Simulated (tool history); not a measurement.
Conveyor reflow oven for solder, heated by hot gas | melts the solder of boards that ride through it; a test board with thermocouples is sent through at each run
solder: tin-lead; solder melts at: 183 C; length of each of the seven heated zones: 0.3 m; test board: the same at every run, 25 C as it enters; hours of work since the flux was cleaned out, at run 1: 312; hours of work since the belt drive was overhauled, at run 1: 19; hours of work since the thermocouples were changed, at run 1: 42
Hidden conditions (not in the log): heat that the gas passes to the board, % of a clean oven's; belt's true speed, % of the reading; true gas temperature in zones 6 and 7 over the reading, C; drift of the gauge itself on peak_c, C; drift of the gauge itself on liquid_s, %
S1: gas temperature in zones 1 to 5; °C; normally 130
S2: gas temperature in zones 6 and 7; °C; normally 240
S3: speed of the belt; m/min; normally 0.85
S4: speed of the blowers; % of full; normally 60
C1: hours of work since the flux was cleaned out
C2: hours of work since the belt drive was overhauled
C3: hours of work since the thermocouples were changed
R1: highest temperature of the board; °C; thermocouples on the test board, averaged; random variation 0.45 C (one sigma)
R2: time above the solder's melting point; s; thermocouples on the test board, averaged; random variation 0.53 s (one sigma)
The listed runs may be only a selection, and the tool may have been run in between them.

run    day   S1   S2     S3  S4   C1   C2   C3     R1    R2
  1      0  130  240   0.85  60  312   19   42    212  27.9
  2  0.262  130  240   0.85  60  315   22   46  212.7  27.9
  3  0.504  130  240   0.85  60  318   25   49  212.8  28.1
  4  0.808  130  240   0.85  56  322   29   53  211.9  25.5
  5  0.979  130  240   0.85  56  324   31   55  210.5  25.1
  6  1.158  130  240   0.85  56  326   33   57  211.2  25.9
  7  1.425  130  240   0.85  56  330   36   60  210.8  26.3
  8    1.7  130  240   0.85  56  333   40   64  211.9  25.6
  9  1.879  130  240   0.85  56  335   42   66  212.1  26.3
 10  2.221  130  240   0.85  56  340   46   70  211.3  26.3
 11  2.529  130  240   0.85  56  343   50   74  211.3  25.7
 12  2.779  130  239   0.85  56  347   53   77  210.8  25.3
 13  3.092  130  239   0.85  56  350   57   81  211.3  26.9
 14  3.442  130  239   0.85  56  355   62   85  210.3  26.1
 15   3.65  130  240  0.901  60  357   64   88  210.2  22.8
 16  3.858  130  240  0.901  60  360   67   91  210.4  23.2
 17    4.2  130  240  0.901  60  364   71   95  210.1    24
 18   4.55  127  252  0.906  54  369   75   99  215.7  26.9
 19  4.833  120  233  0.847  85  372   79  103  210.5  24.5
 20  5.192  130  250  0.906  60  377   83  107  217.3  27.2
 21  5.454  124  233  1.019  71  380   87  110  201.3    16
 22  5.771  120  255  0.913  68  384   91  114  221.4  28.1
 23  6.088  132  254  0.711  88  388   95  118  237.6  43.9
 24  6.404  123  242   0.85  60  392   99  122  212.5    26
 25  6.579  122  240   0.85  63  394  101  124  211.6  24.9
 26  6.942  134  252  0.966  89  398  105  129  224.1  29.3
 27  7.196  130  233  0.843  80  402  108  132  212.1  27.8
 28  7.562  130  230  0.773  81  406  113  137  211.6  32.2
 29  7.896  118  240  0.736  62  410  117  141  216.3  31.7
 30  8.108  118  240  0.736  62  413  120  143  216.9  32.6

Alternative continuations, all from the tool just after run 30; predict every row:
  A  8.375  144  240  0.847  62  416  123  147   ?   ?
  B  8.375  118  229  0.791  62  416  123  147   ?   ?
  C  8.375  137  240  0.836  58  416  123  147   ?   ?
  D  8.375  133  240  0.776  75  416  123  147   ?   ?

run     R1    R2
  A  217.3  32.3
  B    205  22.4
  C    215  29.5
  D  220.3    35
The same runs, with their run-to-run variation unchanged, on a tool lacking any hidden condition would have given:
run     R1    R2
  A  217.5  32.4
  B  205.1  22.5
  C  215.2  29.6
  D  220.5  35.1
